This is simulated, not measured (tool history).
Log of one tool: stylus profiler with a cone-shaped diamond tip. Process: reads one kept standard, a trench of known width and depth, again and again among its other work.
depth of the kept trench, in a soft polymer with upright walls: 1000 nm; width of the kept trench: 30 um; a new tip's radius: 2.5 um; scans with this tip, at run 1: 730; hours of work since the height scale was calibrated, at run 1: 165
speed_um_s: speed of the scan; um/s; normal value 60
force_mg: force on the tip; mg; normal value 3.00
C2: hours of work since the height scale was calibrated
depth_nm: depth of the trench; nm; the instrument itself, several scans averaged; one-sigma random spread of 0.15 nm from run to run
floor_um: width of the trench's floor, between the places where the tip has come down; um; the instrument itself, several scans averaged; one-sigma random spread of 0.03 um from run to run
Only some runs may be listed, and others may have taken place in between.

Run 1, hour 0.0: usual settings; scans with this tip 730; C2 165. Result: depth_nm 1016.00 nm, floor_um 25.55 um.
Run 2, hour 11.2: usual settings; scans with this tip 759; C2 172. Result: depth_nm 1016.06 nm, floor_um 25.55 um.
Run 3, hour 28.1: usual settings; scans with this tip 802; C2 181. Result: depth_nm 1015.79 nm, floor_um 25.55 um.
Run 4, hour 44.7: usual settings; scans with this tip 845; C2 191. Result: depth_nm 1016.17 nm, floor_um 25.52 um.
Run 5, hour 66.5: usual settings; scans with this tip 901; C2 204. Result: depth_nm 1016.24 nm, floor_um 25.51 um.
Run 6, hour 91.2: usual settings but force_mg 2.70 mg; scans with this tip 964; C2 218. Result: depth_nm 1014.67 nm, floor_um 25.49 um.
Run 7, hour 114.4: usual settings but force_mg 2.70 mg; scans with this tip 1024; C2 232. Result: depth_nm 1015.09 nm, floor_um 25.43 um.
Run 8, hour 132.9: usual settings but force_mg 2.70 mg; scans with this tip 1072; C2 242. Result: depth_nm 1015.17 nm, floor_um 25.41 um.
Run 9, hour 147.2: usual settings but force_mg 2.70 mg; scans with this tip 1109; C2 251. Result: depth_nm 1014.90 nm, floor_um 25.40 um.
Run 10, hour 171.3: usual settings; scans with this tip 1170; C2 265. Result: depth_nm 1015.90 nm, floor_um 25.39 um.
Run 11, hour 192.7: usual settings; scans with this tip 1225; C2 277. Result: depth_nm 1016.14 nm, floor_um 25.41 um.
Run 12, hour 209.9: usual settings but speed_um_s 18 um/s; scans with this tip 1270; C2 287. Result: depth_nm 1016.00 nm, floor_um 25.59 um.
Run 13, hour 228.9: usual settings but speed_um_s 18 um/s; scans with this tip 1318; C2 298. Result: depth_nm 1016.21 nm, floor_um 25.56 um.
Run 14, hour 253.9: usual settings but speed_um_s 18 um/s; scans with this tip 1383; C2 313. Result: depth_nm 1016.43 nm, floor_um 25.58 um.
Run 15, hour 275.8: usual settings but speed_um_s 18 um/s; scans with this tip 1439; C2 325. Result: depth_nm 1016.16 nm, floor_um 25.57 um.
Run 16, hour 293.0: usual settings; scans with this tip 1483; C2 335. Result: depth_nm 1016.29 nm, floor_um 25.33 um.
Run 17, hour 304.7: usual settings but force_mg 1.38 mg; scans with this tip 1513; C2 342. Result: depth_nm 1010.04 nm, floor_um 25.20 um.
Run 18, hour 316.9: usual settings but force_mg 7.21 mg; scans with this tip 1545; C2 349. Result: depth_nm 1028.60 nm, floor_um 25.40 um.
Run 19, hour 329.2: usual settings but speed_um_s 84 um/s; scans with this tip 1576; C2 356. Result: depth_nm 1016.27 nm, floor_um 25.22 um.
Run 20, hour 341.0: usual settings but speed_um_s 84 um/s; scans with this tip 1607; C2 363. Result: depth_nm 1016.13 nm, floor_um 25.21 um.
Run 21, hour 361.3: usual settings but speed_um_s 84 um/s; scans with this tip 1659; C2 375. Result: depth_nm 1016.20 nm, floor_um 25.19 um.
Run 22, hour 372.0: usual settings but speed_um_s 166 um/s, force_mg 1.83 mg; scans with this tip 1686; C2 381. Result: depth_nm 1012.28 nm, floor_um 24.63 um.
Run 23, hour 396.7: usual settings but speed_um_s 166 um/s, force_mg 1.83 mg; scans with this tip 1750; C2 396. Result: depth_nm 1012.13 nm, floor_um 24.60 um.
Run 24, hour 408.1: usual settings but speed_um_s 26 um/s, force_mg 1.77 mg; scans with this tip 1779; C2 402. Result: depth_nm 1011.64 nm, floor_um 25.44 um.
Run 25, hour 432.0: usual settings but speed_um_s 19 um/s, force_mg 1.22 mg; scans with this tip 1841; C2 416. Result: depth_nm 1009.53 nm, floor_um 25.39 um.
Run 26, hour 449.9: usual settings but speed_um_s 19 um/s, force_mg 1.22 mg; scans with this tip 1887; C2 427. Result: depth_nm 1009.05 nm, floor_um 25.39 um.
Run 27, hour 473.4: usual settings but speed_um_s 36 um/s, force_mg 1.42 mg; scans with this tip 1947; C2 440. Result: depth_nm 1010.08 nm, floor_um 25.26 um.
Run 28, hour 493.2: usual settings but speed_um_s 48 um/s, force_mg 1.15 mg; scans with this tip 1998; C2 452. Result: depth_nm 1009.01 nm, floor_um 25.05 um.
Run 29, hour 510.1: usual settings but speed_um_s 39 um/s, force_mg 1.67 mg; scans with this tip 2041; C2 462. Result: depth_nm 1011.54 nm, floor_um 25.24 um.
Run 30, hour 533.8: usual settings but speed_um_s 239 um/s, force_mg 2.57 mg; scans with this tip 2102; C2 475. Result: depth_nm 1014.97 nm, floor_um 24.36 um.
Run 31, hour 558.5: usual settings but speed_um_s 239 um/s, force_mg 2.57 mg; scans with this tip 2166; C2 490. Result: depth_nm 1014.96 nm, floor_um 24.34 um.
Run 32, hour 580.1: usual settings but speed_um_s 239 um/s, force_mg 2.57 mg; scans with this tip 2222; C2 502. Result: depth_nm 1014.69 nm, floor_um 24.32 um.
Run 33, hour 602.7: usual settings but force_mg 6.11 mg; scans with this tip 2280; C2 515. Result: depth_nm 1026.25 nm, floor_um 25.23 um.
Run 34, hour 619.6: usual settings but force_mg 5.81 mg; scans with this tip 2323; C2 525. Result: depth_nm 1025.26 nm, floor_um 25.20 um.
Run 35, hour 639.0: usual settings but speed_um_s 95 um/s, force_mg 1.32 mg; scans with this tip 2373; C2 537. Result: depth_nm 1010.31 nm, floor_um 24.80 um.
Run 36, hour 654.0: usual settings but speed_um_s 95 um/s, force_mg 1.32 mg; scans with this tip 2412; C2 545. Result: depth_nm 1009.89 nm, floor_um 24.68 um.
Run 37, hour 667.9: usual settings but speed_um_s 19 um/s, force_mg 2.75 mg; scans with this tip 2447; C2 553. Result: depth_nm 1015.69 nm, floor_um 25.25 um.
Run 38, hour 688.3: usual settings but speed_um_s 229 um/s, force_mg 7.54 mg; scans with this tip 2500; C2 565. Result: depth_nm 1029.83 nm, floor_um 24.67 um.
Run 39, hour 710.5: usual settings but speed_um_s 229 um/s, force_mg 7.54 mg; scans with this tip 2557; C2 578. Result: depth_nm 1030.34 nm, floor_um 24.73 um.
Run 40, hour 721.8: usual settings but speed_um_s 26 um/s, force_mg 7.54 mg; scans with this tip 2586; C2 585. Result: depth_nm 1030.05 nm, floor_um 25.21 um.
Run 41, hour 738.3: usual settings but speed_um_s 84 um/s; scans with this tip 2628; C2 594. Result: depth_nm 1016.70 nm, floor_um 24.95 um.
Run 42, hour 749.0: usual settings but speed_um_s 84 um/s; scans with this tip 2656; C2 601. Result: depth_nm 1016.98 nm, floor_um 24.89 um.

Alternative continuations, all from the tool just after run 42; predict every row:
Run A, hour 772.9: usual settings but speed_um_s 18 um/s, force_mg 5.74 mg; scans with this tip 2717; C2 614. Result: depth_nm ?, floor_um ?.
Run B, hour 772.9: usual settings but speed_um_s 30 um/s, force_mg 6.93 mg; scans with this tip 2717; C2 614. Result: depth_nm ?, floor_um ?.
Run C, hour 772.9: usual settings but force_mg 4.27 mg; scans with this tip 2717; C2 614. Result: depth_nm ?, floor_um ?.
Run D, hour 772.9: usual settings but speed_um_s 223 um/s; scans with this tip 2717; C2 614. Result: depth_nm ?, floor_um ?.
Run E, hour 772.9: usual settings but speed_um_s 90 um/s, force_mg 1.05 mg; scans with this tip 2717; C2 614. Result: depth_nm ?, floor_um ?.

run  depth_nm  floor_um
  A   1025.18     25.24
  B   1028.45     25.19
  C   1020.93     25.04
  D   1016.90     24.38
  E   1009.12     24.63
Stripped of hidden state, with their random variation kept, the same runs would have yielded:
run  depth_nm  floor_um
  A   1024.17     25.97
  B   1027.44     25.93
  C   1019.93     25.77
  D   1015.90     25.11
  E   1008.13     25.37

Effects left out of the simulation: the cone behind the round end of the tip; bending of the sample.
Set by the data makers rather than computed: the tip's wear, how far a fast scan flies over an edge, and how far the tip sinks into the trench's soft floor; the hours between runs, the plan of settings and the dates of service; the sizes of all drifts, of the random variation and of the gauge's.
